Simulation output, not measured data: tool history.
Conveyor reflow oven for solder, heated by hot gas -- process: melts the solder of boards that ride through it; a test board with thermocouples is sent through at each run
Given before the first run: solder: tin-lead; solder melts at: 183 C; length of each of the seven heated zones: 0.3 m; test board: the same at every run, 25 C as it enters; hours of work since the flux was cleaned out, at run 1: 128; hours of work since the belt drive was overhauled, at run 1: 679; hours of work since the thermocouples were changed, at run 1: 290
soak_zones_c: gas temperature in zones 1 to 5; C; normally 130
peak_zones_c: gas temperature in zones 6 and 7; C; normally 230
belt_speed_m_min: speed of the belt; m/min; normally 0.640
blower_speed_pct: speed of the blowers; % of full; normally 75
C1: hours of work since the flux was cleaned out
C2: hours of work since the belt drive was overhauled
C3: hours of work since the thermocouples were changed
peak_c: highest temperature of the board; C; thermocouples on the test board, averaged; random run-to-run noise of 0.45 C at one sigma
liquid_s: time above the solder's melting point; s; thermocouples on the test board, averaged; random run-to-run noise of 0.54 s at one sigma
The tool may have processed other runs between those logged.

run 1 day=0.000 | soak_zones_c=130 peak_zones_c=230 belt_speed_m_min=0.640 blower_speed_pct=75 | C1=128 C2=679 C3=290 | peak_c=208.8 liquid_s=33.4
run 2 day=0.604 | soak_zones_c=130 peak_zones_c=230 belt_speed_m_min=0.640 blower_speed_pct=75 | C1=134 C2=685 C3=296 | peak_c=208.9 liquid_s=33.8
run 3 day=1.250 | soak_zones_c=130 peak_zones_c=242 belt_speed_m_min=0.640 blower_speed_pct=75 | C1=140 C2=691 C3=302 | peak_c=218.7 liquid_s=41.8
run 4 day=1.921 | soak_zones_c=130 peak_zones_c=242 belt_speed_m_min=0.640 blower_speed_pct=75 | C1=147 C2=698 C3=309 | peak_c=218.6 liquid_s=40.3
run 5 day=3.208 | soak_zones_c=130 peak_zones_c=242 belt_speed_m_min=0.640 blower_speed_pct=75 | C1=159 C2=710 C3=321 | peak_c=218.3 liquid_s=40.7
run 6 day=3.725 | soak_zones_c=130 peak_zones_c=242 belt_speed_m_min=0.640 blower_speed_pct=75 | C1=164 C2=715 C3=326 | peak_c=217.4 liquid_s=40.8
run 7 day=4.733 | soak_zones_c=130 peak_zones_c=230 belt_speed_m_min=0.640 blower_speed_pct=75 | C1=174 C2=725 C3=336 | peak_c=208.1 liquid_s=34.1
run 8 day=5.429 | soak_zones_c=130 peak_zones_c=230 belt_speed_m_min=0.640 blower_speed_pct=75 | C1=181 C2=732 C3=343 | peak_c=208.7 liquid_s=33.6
run 9 day=6.417 | soak_zones_c=130 peak_zones_c=230 belt_speed_m_min=0.640 blower_speed_pct=78 | C1=191 C2=742 C3=353 | peak_c=208.3 liquid_s=34.2
run 10 day=7.000 | soak_zones_c=130 peak_zones_c=230 belt_speed_m_min=0.640 blower_speed_pct=78 | C1=196 C2=747 C3=358 | peak_c=208.8 liquid_s=34.1
run 11 day=7.862 | soak_zones_c=130 peak_zones_c=230 belt_speed_m_min=0.640 blower_speed_pct=78 | C1=205 C2=756 C3=367 | peak_c=208.9 liquid_s=34.3
run 12 day=9.012 | soak_zones_c=130 peak_zones_c=230 belt_speed_m_min=0.640 blower_speed_pct=78 | C1=216 C2=767 C3=378 | peak_c=208.6 liquid_s=34.5
run 13 day=9.558 | soak_zones_c=130 peak_zones_c=230 belt_speed_m_min=0.640 blower_speed_pct=78 | C1=221 C2=772 C3=383 | peak_c=208.0 liquid_s=33.9
run 14 day=10.254 | soak_zones_c=130 peak_zones_c=230 belt_speed_m_min=0.525 blower_speed_pct=71 | C1=228 C2=779 C3=390 | peak_c=213.7 liquid_s=47.1
run 15 day=11.525 | soak_zones_c=123 peak_zones_c=230 belt_speed_m_min=0.661 blower_speed_pct=69 | C1=241 C2=792 C3=403 | peak_c=202.0 liquid_s=26.3
run 16 day=12.267 | soak_zones_c=123 peak_zones_c=230 belt_speed_m_min=0.661 blower_speed_pct=69 | C1=248 C2=799 C3=410 | peak_c=202.1 liquid_s=26.4
run 17 day=13.083 | soak_zones_c=130 peak_zones_c=220 belt_speed_m_min=0.593 blower_speed_pct=75 | C1=256 C2=807 C3=418 | peak_c=202.0 liquid_s=30.6
run 18 day=14.129 | soak_zones_c=134 peak_zones_c=230 belt_speed_m_min=0.748 blower_speed_pct=53 | C1=266 C2=817 C3=428 | peak_c=193.9 liquid_s=15.0
run 19 day=15.250 | soak_zones_c=134 peak_zones_c=230 belt_speed_m_min=0.748 blower_speed_pct=89 | C1=277 C2=828 C3=439 | peak_c=204.9 liquid_s=27.7
-- day=15.704 flux residue cleaned out of gas plates and filters
run 20 day=16.296 | soak_zones_c=124 peak_zones_c=236 belt_speed_m_min=0.536 blower_speed_pct=89 | C1=6 C2=836 C3=447 | peak_c=222.5 liquid_s=52.6
run 21 day=17.308 | soak_zones_c=124 peak_zones_c=236 belt_speed_m_min=0.536 blower_speed_pct=89 | C1=16 C2=846 C3=457 | peak_c=222.6 liquid_s=51.8
run 22 day=18.200 | soak_zones_c=130 peak_zones_c=230 belt_speed_m_min=0.544 blower_speed_pct=75 | C1=24 C2=855 C3=466 | peak_c=214.9 liquid_s=47.2
run 23 day=18.854 | soak_zones_c=130 peak_zones_c=230 belt_speed_m_min=0.544 blower_speed_pct=74 | C1=31 C2=862 C3=473 | peak_c=214.8 liquid_s=47.1
run 24 day=19.717 | soak_zones_c=130 peak_zones_c=230 belt_speed_m_min=0.544 blower_speed_pct=74 | C1=39 C2=870 C3=481 | peak_c=214.2 liquid_s=48.0
-- day=20.750 belt drive overhauled, speed set with a stopwatch
run 25 day=20.892 | soak_zones_c=119 peak_zones_c=230 belt_speed_m_min=0.604 blower_speed_pct=75 | C1=49 C2=1 C3=491 | peak_c=207.9 liquid_s=33.2
run 26 day=21.962 | soak_zones_c=118 peak_zones_c=238 belt_speed_m_min=0.629 blower_speed_pct=75 | C1=60 C2=12 C3=501 | peak_c=213.3 liquid_s=35.2

What if the next run were any one of these 4? Each begins from the tool's condition after run 26:
run A day=22.662 | soak_zones_c=118 peak_zones_c=238 belt_speed_m_min=0.516 blower_speed_pct=75 | C1=67 C2=19 C3=508 | peak_c=? liquid_s=?
run B day=22.662 | soak_zones_c=115 peak_zones_c=230 belt_speed_m_min=0.587 blower_speed_pct=70 | C1=67 C2=19 C3=508 | peak_c=? liquid_s=?
run C day=22.662 | soak_zones_c=130 peak_zones_c=244 belt_speed_m_min=0.693 blower_speed_pct=85 | C1=67 C2=19 C3=508 | peak_c=? liquid_s=?
run D day=22.662 | soak_zones_c=118 peak_zones_c=238 belt_speed_m_min=0.629 blower_speed_pct=59 | C1=67 C2=19 C3=508 | peak_c=? liquid_s=?

run=A peak_c=220.9 liquid_s=49.9
run=B peak_c=207.0 liquid_s=33.3
run=C peak_c=220.1 liquid_s=37.3
run=D peak_c=206.8 liquid_s=29.6
Without the tool's unlogged condition, the same runs would have read:
run=A peak_c=222.7 liquid_s=51.2
run=B peak_c=208.8 liquid_s=35.0
run=C peak_c=222.1 liquid_s=38.4
run=D peak_c=208.6 liquid_s=31.1
